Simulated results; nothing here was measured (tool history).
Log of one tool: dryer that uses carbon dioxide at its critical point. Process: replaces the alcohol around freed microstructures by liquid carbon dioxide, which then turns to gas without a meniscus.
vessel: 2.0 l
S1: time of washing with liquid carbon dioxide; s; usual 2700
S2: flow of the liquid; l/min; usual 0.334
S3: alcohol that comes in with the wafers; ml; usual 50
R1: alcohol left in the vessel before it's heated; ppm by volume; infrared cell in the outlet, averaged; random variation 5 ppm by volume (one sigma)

run	hour	S1	S2	S3	R1
1	0.0	2700	0.334	50	51
2	9.8	2700	0.336	50	63
3	19.7	2700	0.334	50	55
4	26.0	2700	0.334	74	76
5	31.7	2400	0.334	50	110
6	40.0	2400	0.334	50	102
7	48.2	2400	0.334	50	119
8	57.4	2400	0.334	50	112
9	64.6	2400	0.334	50	116
10	71.2	2400	0.334	50	115
11	81.1	1860	0.344	83	531
12	92.0	2760	0.344	83	85
13	103.8	2160	0.474	50	35
14	116.3	3840	0.242	50	63
15	124.9	2040	0.334	92	495

Forecast each of these 5 alternatives for the next run:
A	133.3	2040	0.296	99	?
B	133.3	2700	0.334	35	?
C	133.3	1920	0.334	106	?
D	133.3	3240	0.241	66	?
E	133.3	2700	0.343	50	?

run	R1
A	886
B	61
C	735
D	216
E	76
Without the tool's hidden state the same runs would have given:
run	R1
A	516
B	22
C	413
D	106
E	33
